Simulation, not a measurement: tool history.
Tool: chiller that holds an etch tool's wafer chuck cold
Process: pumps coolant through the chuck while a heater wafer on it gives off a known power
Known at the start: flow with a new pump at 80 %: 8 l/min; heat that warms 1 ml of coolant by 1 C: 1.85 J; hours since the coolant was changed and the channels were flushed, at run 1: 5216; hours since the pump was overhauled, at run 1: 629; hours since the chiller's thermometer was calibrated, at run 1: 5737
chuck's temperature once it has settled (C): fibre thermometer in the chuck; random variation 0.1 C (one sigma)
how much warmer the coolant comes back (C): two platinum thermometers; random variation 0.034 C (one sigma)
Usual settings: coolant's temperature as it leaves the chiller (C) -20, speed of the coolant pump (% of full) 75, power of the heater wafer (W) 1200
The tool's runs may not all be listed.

run	hour	coolant's temperature as it leaves the chiller (C)	speed of the coolant pump (% of full)	power of the heater wafer (W)	hours since the coolant was changed and the channels were flushed	hours since the pump was overhauled	hours since the chiller's thermometer was calibrated	chuck's temperature once it has settled (C)	how much warmer the coolant comes back (C)
1	0	-20	75	1200	5216	629	5737	-8.9	5.29
# hour 16: chiller's thermometer calibrated
2	43.1	-20	75	1010	5258	671	27	-11.3	4.43
3	89.3	-20	71	1200	5304	717	73	-8.9	5.7
4	148.5	-20	71	1200	5363	776	133	-8.8	5.65
5	216.4	-20	71	1200	5431	844	200	-8.8	5.63
6	250.9	-12	71	1200	5466	879	235	-0.9	5.72
7	316.7	-20	65	1200	5531	944	301	-7.8	6.21
8	376.4	-20	75	1200	5591	1004	360	-9.3	5.29
9	431.3	-19	75	1200	5646	1059	415	-8.2	5.27
10	502.2	-19	75	1200	5717	1130	486	-8.4	5.32
11	547.6	-19	75	1200	5762	1175	532	-8	5.31
12	589.5	-20	65	1200	5804	1217	574	-7.8	6.28
13	665.3	-20	65	1200	5880	1293	649	-7.6	6.27
14	704	-16	69	606	5919	1332	688	-10.1	2.97
15	760.9	-10	78	1200	5976	1389	745	0.4	5.11
16	838.6	-22	78	1061	6053	1466	823	-12.7	4.49
17	878.2	-22	78	1061	6093	1506	862	-12.5	4.56
18	939.2	-22	78	1061	6154	1567	923	-12.6	4.56
19	980.5	-20	65	971	6195	1608	965	-9.9	5.11
20	1043.2	-26	66	844	6258	1671	1027	-17.1	4.37
# hour 1118.8: coolant changed, channels flushed
21	1121.1	-24	90	894	2	1743	1099	-18.1	3.3
22	1195.7	-27	75	1200	77	1817	1174	-17.6	5.39
23	1270.7	-27	75	1200	152	1892	1249	-17.5	5.36
24	1347.8	-27	75	1200	229	1970	1326	-17.6	5.44
25	1425.9	-25	62	801	307	2048	1404	-17.4	4.5
26	1481.3	-25	62	801	363	2103	1459	-17.4	4.47

Forecast each of these 3 alternatives for the next run:
A	1516.2	-11	76	836	397	2138	1494	?	?
B	1516.2	-25	97	801	397	2138	1494	?	?
C	1516.2	-24	83	1200	397	2138	1494	?	?

run	chuck's temperature once it has settled (C)	how much warmer the coolant comes back (C)
A	-4.4	3.7
B	-20.1	2.73
C	-15.4	4.87
Without the tool's hidden state the same runs would have given:
run	chuck's temperature once it has settled (C)	how much warmer the coolant comes back (C)
A	-4.8	3.58
B	-20.5	2.64
C	-15.9	4.72
